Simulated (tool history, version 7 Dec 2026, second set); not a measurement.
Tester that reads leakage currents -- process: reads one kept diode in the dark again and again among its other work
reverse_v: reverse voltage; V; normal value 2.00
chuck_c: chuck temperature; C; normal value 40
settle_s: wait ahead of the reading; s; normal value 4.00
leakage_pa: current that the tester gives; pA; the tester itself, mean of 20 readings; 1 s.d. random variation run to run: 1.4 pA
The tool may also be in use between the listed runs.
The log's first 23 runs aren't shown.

run 24 day=25.583 | reverse_v=1.54 chuck_c=24 settle_s=9.00 | leakage_pa=110.85
run 25 day=26.954 | reverse_v=1.54 chuck_c=24 settle_s=9.00 | leakage_pa=110.25
run 26 day=28.546 | reverse_v=4.32 chuck_c=21 settle_s=0.40 | leakage_pa=129.73
run 27 day=30.121 | reverse_v=5.53 chuck_c=40 settle_s=1.98 | leakage_pa=676.80
run 28 day=30.917 | reverse_v=17.69 chuck_c=25 settle_s=1.98 | leakage_pa=320.80
run 29 day=32.375 | reverse_v=9.81 chuck_c=39 settle_s=4.00 | leakage_pa=773.44
run 30 day=33.117 | reverse_v=1.04 chuck_c=35 settle_s=4.00 | leakage_pa=240.26
run 31 day=33.842 | reverse_v=1.04 chuck_c=35 settle_s=4.00 | leakage_pa=240.60
run 32 day=35.175 | reverse_v=1.04 chuck_c=35 settle_s=4.00 | leakage_pa=238.93
run 33 day=36.362 | reverse_v=15.89 chuck_c=34 settle_s=5.88 | leakage_pa=627.28
run 34 day=37.071 | reverse_v=15.89 chuck_c=34 settle_s=5.88 | leakage_pa=629.44
run 35 day=37.762 | reverse_v=11.51 chuck_c=22 settle_s=7.62 | leakage_pa=209.90
run 36 day=39.442 | reverse_v=11.51 chuck_c=22 settle_s=7.62 | leakage_pa=208.29
run 37 day=40.612 | reverse_v=2.16 chuck_c=26 settle_s=4.25 | leakage_pa=147.74
run 38 day=42.300 | reverse_v=12.48 chuck_c=51 settle_s=1.78 | leakage_pa=2126.20

Run 39 comes next. What will it give?
-- day=42.946 probe card cleaned and baked
run 39 day=43.242 | reverse_v=2.42 chuck_c=47 settle_s=4.00 | leakage_pa=?

For run 39 the tool returned leakage_pa 842.36 pA.
Were there no unlogged condition in the tool, this run, its random variation unchanged, would have produced leakage_pa 881.49 pA.

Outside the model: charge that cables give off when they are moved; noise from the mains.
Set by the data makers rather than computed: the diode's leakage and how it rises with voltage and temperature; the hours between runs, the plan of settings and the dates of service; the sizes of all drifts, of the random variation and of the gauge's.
